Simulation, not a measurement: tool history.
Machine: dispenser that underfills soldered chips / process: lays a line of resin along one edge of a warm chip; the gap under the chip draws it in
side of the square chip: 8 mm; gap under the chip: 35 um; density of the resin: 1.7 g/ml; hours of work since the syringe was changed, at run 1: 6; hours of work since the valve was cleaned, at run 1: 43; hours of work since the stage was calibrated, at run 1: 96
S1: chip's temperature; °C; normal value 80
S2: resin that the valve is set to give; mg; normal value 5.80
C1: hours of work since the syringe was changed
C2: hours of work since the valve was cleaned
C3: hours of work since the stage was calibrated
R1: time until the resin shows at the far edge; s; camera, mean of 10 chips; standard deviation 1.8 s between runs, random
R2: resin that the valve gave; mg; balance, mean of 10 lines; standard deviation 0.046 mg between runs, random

run,hour,S1,S2,C1,C2,C3,R1,R2
1,0.0,80,5.80,6,43,96,241.8,5.62
2,3.8,80,5.80,9,45,99,288.0,5.56
# hour 6.3: new syringe of resin
3,9.1,91,5.80,2,49,103,145.2,5.61
4,14.0,80,5.68,6,53,106,238.6,5.52
5,17.9,80,5.68,9,56,109,290.6,5.37
# hour 20.2: new syringe of resin
6,25.6,72,5.80,4,62,115,275.2,5.49
# hour 29.0: dispensing valve cleaned and set on the balance
# hour 35.3: new syringe of resin
7,35.6,72,5.80,0,5,122,218.1,5.78
8,44.2,80,6.75,7,12,128,248.3,6.74
# hour 49.4: new syringe of resin
9,51.2,80,6.75,1,17,134,181.6,6.63
10,55.8,80,6.75,5,20,137,225.5,6.60
11,62.2,80,6.09,10,25,142,300.2,5.98
# hour 63.7: new syringe of resin
12,66.8,87,6.67,2,28,145,161.0,6.48
13,71.7,86,5.57,6,32,149,208.1,5.37
14,76.0,86,5.57,10,36,152,252.9,5.37
# hour 77.6: new syringe of resin
15,83.4,86,5.57,4,41,158,188.1,5.40
16,89.9,76,6.61,9,46,163,321.2,6.29
# hour 91.7: new syringe of resin
17,95.0,72,5.68,3,50,167,246.8,5.35
18,103.3,72,5.68,9,56,173,366.6,5.31
# hour 105.7: new syringe of resin
19,111.8,88,5.13,5,62,179,182.6,4.82
# hour 114.7: dispensing valve cleaned and set on the balance
20,118.7,80,5.17,9,3,184,282.1,5.09
# hour 120.8: new syringe of resin
21,126.2,80,5.17,4,9,190,224.9,5.14

Forecast each of these 5 alternatives for the next run:
A,133.2,80,6.92,10,14,195,?,?
B,133.2,89,5.64,10,14,195,?,?
C,133.2,93,5.80,10,14,195,?,?
D,133.2,80,7.07,10,14,195,?,?
E,133.2,80,5.23,10,14,195,?,?

run,R1,R2
A,285.7,6.77
B,228.4,5.57
C,204.4,5.68
D,279.9,6.84
E,294.7,5.10
Stripped of hidden state, with their random variation kept, the same runs would have yielded:
run,R1,R2
A,171.1,6.91
B,136.2,5.68
C,121.8,5.79
D,167.8,6.98
E,175.9,5.20
